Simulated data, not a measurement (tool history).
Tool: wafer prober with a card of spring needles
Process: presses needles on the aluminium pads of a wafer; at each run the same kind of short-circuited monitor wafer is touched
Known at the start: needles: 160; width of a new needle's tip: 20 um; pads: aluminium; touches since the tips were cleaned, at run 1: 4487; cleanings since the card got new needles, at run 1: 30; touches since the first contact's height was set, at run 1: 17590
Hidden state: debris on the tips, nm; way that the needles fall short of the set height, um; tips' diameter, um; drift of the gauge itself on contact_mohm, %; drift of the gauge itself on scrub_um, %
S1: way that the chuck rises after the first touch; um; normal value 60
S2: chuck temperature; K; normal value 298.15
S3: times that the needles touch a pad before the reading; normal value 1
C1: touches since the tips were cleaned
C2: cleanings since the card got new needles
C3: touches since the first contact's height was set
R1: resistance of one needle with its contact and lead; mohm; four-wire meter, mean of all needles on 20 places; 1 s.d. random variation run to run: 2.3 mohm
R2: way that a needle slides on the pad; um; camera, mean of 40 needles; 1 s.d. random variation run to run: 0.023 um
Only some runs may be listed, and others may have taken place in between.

run,day,S1,S2,S3,C1,C2,C3,R1,R2
1,0.000,60,298.15,1,4487,30,17590,260,13.12
# day 0.979: tips cleaned on abrasive film
2,1.642,60,298.15,1,2980,31,24939,261,13.10
# day 2.992: tips cleaned on abrasive film
3,3.671,60,298.15,1,3054,32,34038,257,13.12
# day 4.988: tips cleaned on abrasive film
4,5.621,60,298.15,1,2854,33,42783,255,13.11
# day 7.004: tips cleaned on abrasive film
5,8.025,60,298.15,1,4576,34,53552,262,13.12
# day 9.154: tips cleaned on abrasive film
6,10.454,60,298.15,1,5835,35,64438,260,13.15
# day 11.325: tips cleaned on abrasive film
7,12.354,60,298.15,1,4620,36,72953,260,13.11
# day 13.479: tips cleaned on abrasive film
8,14.458,61,298.15,1,4396,37,82375,258,13.31
# day 15.462: tips cleaned on abrasive film
9,15.846,61,298.15,1,1726,38,88591,256,13.34
10,17.221,61,298.15,1,7899,38,94764,259,13.37
# day 17.471: tips cleaned on abrasive film
# day 19.512: tips cleaned on abrasive film
11,19.650,61,298.15,1,629,40,105647,251,13.35
# day 21.608: tips cleaned on abrasive film
12,22.212,61,298.15,1,2719,41,117137,258,13.35
# day 23.733: tips cleaned on abrasive film
13,24.171,61,298.15,1,1963,42,125905,256,13.33
# day 25.762: tips cleaned on abrasive film
14,26.779,43,298.15,1,4556,43,137592,262,9.40
# day 27.746: tips cleaned on abrasive film
# day 28.671: height of the first contact set anew
15,28.958,60,298.15,1,5390,44,1296,258,13.13
# day 29.812: tips cleaned on abrasive film
16,30.996,60,298.15,1,5312,45,10419,260,13.13
# day 31.933: tips cleaned on abrasive film
17,32.375,60,298.15,1,1974,46,16586,258,13.15
18,33.625,56,373.15,2,7598,46,22210,284,12.23
# day 33.950: tips cleaned on abrasive film
19,35.288,48,329.15,2,6014,47,29660,270,10.49
# day 36.000: tips cleaned on abrasive film
20,37.175,53,392.15,1,5262,48,38107,288,11.62
# day 38.008: tips cleaned on abrasive film
21,38.671,60,310.15,1,2976,49,44819,262,13.12
# day 39.967: tips cleaned on abrasive film
22,41.383,77,310.15,2,6359,50,56967,262,16.90
# day 41.946: tips cleaned on abrasive film
23,43.504,60,306.15,1,7000,51,66475,262,13.12
# day 43.983: tips cleaned on abrasive film
# day 45.958: tips cleaned on abrasive film
24,46.225,43,363.15,3,1202,53,78652,283,9.40
# day 47.946: tips cleaned on abrasive film
25,48.512,43,308.15,2,2542,54,88905,265,9.43
# day 49.962: tips cleaned on abrasive film
26,50.683,55,314.15,1,3252,55,98646,267,12.03
# day 51.983: tips cleaned on abrasive film
27,53.138,41,376.15,1,5182,56,109646,290,8.97
# day 53.950: tips cleaned on abrasive film
28,55.429,43,299.15,1,6636,57,119910,260,9.40
# day 55.921: tips cleaned on abrasive film
29,57.333,43,299.15,1,6343,58,128447,262,9.40
# day 57.979: tips cleaned on abrasive film
30,58.875,43,299.15,1,4031,59,135358,264,9.40
# day 60.150: tips cleaned on abrasive film
31,60.425,79,299.15,1,1240,60,142288,257,17.31

How the hidden state differs across the entries between the runs, from the last listed run before each to the first after it:
After run 1, before run 2: tips cleaned on abrasive film (day 0.979)
  both runs share identical hidden conditions
After run 2, before run 3: tips cleaned on abrasive film (day 2.992)
  both runs share identical hidden conditions
After run 3, before run 4: tips cleaned on abrasive film (day 4.988)
  both runs share identical hidden conditions
After run 4, before run 5: tips cleaned on abrasive film (day 7.004)
  debris on the tips, nm: 0.3 -> 0.4
After run 5, before run 6: tips cleaned on abrasive film (day 9.154)
  both runs share identical hidden conditions
After run 6, before run 7: tips cleaned on abrasive film (day 11.325)
  tips' diameter, um: 20 -> 20.01
After run 7, before run 8: tips cleaned on abrasive film (day 13.479)
  debris on the tips, nm: 0.4 -> 0.3
After run 8, before run 9: tips cleaned on abrasive film (day 15.462)
  debris on the tips, nm: 0.3 -> 0.2
After run 10, before run 11: tips cleaned on abrasive film (day 17.471); tips cleaned on abrasive film (day 19.512)
  debris on the tips, nm: 0.4 -> 0.1
After run 11, before run 12: tips cleaned on abrasive film (day 21.608)
  debris on the tips, nm: 0.1 -> 0.3; way that the needles fall short of the set height, um: 0 -> 0.01
After run 12, before run 13: tips cleaned on abrasive film (day 23.733)
  debris on the tips, nm: 0.3 -> 0.2
After run 13, before run 14: tips cleaned on abrasive film (day 25.762)
  debris on the tips, nm: 0.2 -> 0.4
After run 14, before run 15: tips cleaned on abrasive film (day 27.746); height of the first contact set anew (day 28.671)
  way that the needles fall short of the set height, um: 0.01 -> 0
After run 15, before run 16: tips cleaned on abrasive film (day 29.812)
  both runs share identical hidden conditions
After run 16, before run 17: tips cleaned on abrasive film (day 31.933)
  debris on the tips, nm: 0.4 -> 0.2
After run 18, before run 19: tips cleaned on abrasive film (day 33.950)
  both runs share identical hidden conditions
After run 19, before run 20: tips cleaned on abrasive film (day 36.000)
  both runs share identical hidden conditions
After run 20, before run 21: tips cleaned on abrasive film (day 38.008)
  debris on the tips, nm: 0.4 -> 0.3
After run 21, before run 22: tips cleaned on abrasive film (day 39.967)
  debris on the tips, nm: 0.3 -> 0.4
After run 22, before run 23: tips cleaned on abrasive film (day 41.946)
  both runs share identical hidden conditions
After run 23, before run 24: tips cleaned on abrasive film (day 43.983); tips cleaned on abrasive film (day 45.958)
  debris on the tips, nm: 0.4 -> 0.2
After run 24, before run 25: tips cleaned on abrasive film (day 47.946)
  debris on the tips, nm: 0.2 -> 0.3
After run 25, before run 26: tips cleaned on abrasive film (day 49.962)
  both runs share identical hidden conditions
After run 26, before run 27: tips cleaned on abrasive film (day 51.983)
  debris on the tips, nm: 0.3 -> 0.4
After run 27, before run 28: tips cleaned on abrasive film (day 53.950)
  way that the needles fall short of the set height, um: 0 -> 0.01
After run 28, before run 29: tips cleaned on abrasive film (day 55.921)
  both runs share identical hidden conditions
After run 29, before run 30: tips cleaned on abrasive film (day 57.979)
  debris on the tips, nm: 0.4 -> 0.3
After run 30, before run 31: tips cleaned on abrasive film (day 60.150)
  debris on the tips, nm: 0.3 -> 0.2
